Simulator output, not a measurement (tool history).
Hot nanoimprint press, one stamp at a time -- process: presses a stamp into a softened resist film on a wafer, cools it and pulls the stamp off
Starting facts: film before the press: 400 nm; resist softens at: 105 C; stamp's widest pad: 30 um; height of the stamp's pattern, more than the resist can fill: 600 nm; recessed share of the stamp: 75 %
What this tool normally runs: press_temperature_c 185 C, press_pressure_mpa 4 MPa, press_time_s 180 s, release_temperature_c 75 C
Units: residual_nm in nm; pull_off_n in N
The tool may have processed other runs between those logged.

run,hour,press_temperature_c,press_pressure_mpa,press_time_s,release_temperature_c,residual_nm,pull_off_n
1,0,185,4,180,75,176.7,218
2,7.8,185,4,180,75,177.5,217
3,21.5,185,4,180,75,176.6,216
4,34.3,185,4,180,75,176.8,217
# hour 47.6: plate thermocouple calibrated
5,47.6,185,4,180,80,175.7,183
6,58.6,186,4,180,80,169.9,187
7,69,185,4,180,75,175.4,217
8,82.1,192,4,180,75,141.4,219
9,91.4,185,4,180,81,174.5,178
10,100.7,185,4,180,81,174.6,181
11,114.1,185,4,180,81,174.2,176
12,125.2,185,4,180,81,173.3,178
13,135.1,185,4,180,81,173.2,177
14,142.3,185,4,180,81,173.2,178
# hour 151.1: gauge calibrated
15,155.3,185,3.04,180,75,205.5,218
16,166.5,183,4,180,71,188.1,243
17,178.4,183,4,180,71,189.2,237
18,186.7,194,2.95,180,80,160.1,184
19,197.3,190,4.69,98,70,168.3,249
20,208.7,190,4.69,98,70,168.4,252
21,215.5,190,4.69,98,70,168,249
22,226.1,190,4.69,98,70,167.9,247
23,234.9,190,4.69,98,70,168.8,248
24,246.4,190,3.01,203,71,169.4,244
25,252.6,190,3.01,203,71,169.7,240
26,265.7,189,3.01,213,71,170.2,239
27,280.7,189,3.01,213,71,170.9,244
28,293.3,185,5.46,180,72,144.2,232
29,305.4,194,2.85,176,75,161.2,219

What if the next run were any one of these 3? Each begins from the tool's condition after run 29:
A,318.5,185,4,139,70,?,?
B,318.5,182,2.85,96,66,?,?
C,318.5,194,4.55,176,75,?,?

run,residual_nm,pull_off_n
A,187.5,251
B,266.9,279
C,121.9,217
With no hidden state in the tool, these same runs would have given:
run,residual_nm,pull_off_n
A,192.9,249
B,274.6,277
C,125.4,216

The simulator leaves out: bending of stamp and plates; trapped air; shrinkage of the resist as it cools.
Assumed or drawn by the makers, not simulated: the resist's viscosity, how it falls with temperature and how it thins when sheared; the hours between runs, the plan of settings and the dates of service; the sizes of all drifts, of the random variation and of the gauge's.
